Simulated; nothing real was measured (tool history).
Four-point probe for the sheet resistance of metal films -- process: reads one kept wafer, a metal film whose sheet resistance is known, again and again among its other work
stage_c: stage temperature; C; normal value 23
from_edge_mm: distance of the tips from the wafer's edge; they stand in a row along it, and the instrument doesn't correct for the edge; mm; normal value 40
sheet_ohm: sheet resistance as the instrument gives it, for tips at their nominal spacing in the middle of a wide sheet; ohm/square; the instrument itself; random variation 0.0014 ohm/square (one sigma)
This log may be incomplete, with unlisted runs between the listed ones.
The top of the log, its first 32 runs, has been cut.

run	hour	stage_c	from_edge_mm	touches since the probe head was changed	hours of work since the stage's thermometer was calibrated	sheet_ohm
33	573.3	23	7	67429	211	6.888756
34	584.8	23	14	67921	219	6.871619
35	606.3	23	14	68839	234	6.874845
36	633.3	23	37	69998	252	6.871190
37	656.9	27	4	71011	269	6.927327
38	682.1	29	26	72090	286	6.870104
39	701.7	23	8	72928	300	6.882928
40	722.1	28	6	73802	314	6.897741
41	737.8	28	6	74478	325	6.899764
42	762.9	28	6	75550	342	6.897565
43	773.8	28	6	76018	350	6.898913
44	797.3	33	27	77026	366	6.875120
45	810.8	21	10	77606	376	6.882882

Branching from run 45: 3 alternative next runs. What would each branch give?
A	821.8	31	18	78074	383	?
B	821.8	22	75	78074	383	?
C	821.8	23	14	78074	383	?

run	sheet_ohm
A	6.875886
B	6.873964
C	6.877367
The same runs, with their run-to-run variation unchanged, on a tool lacking any hidden condition would have given:
run	sheet_ohm
A	6.839863
B	6.837807
C	6.841209
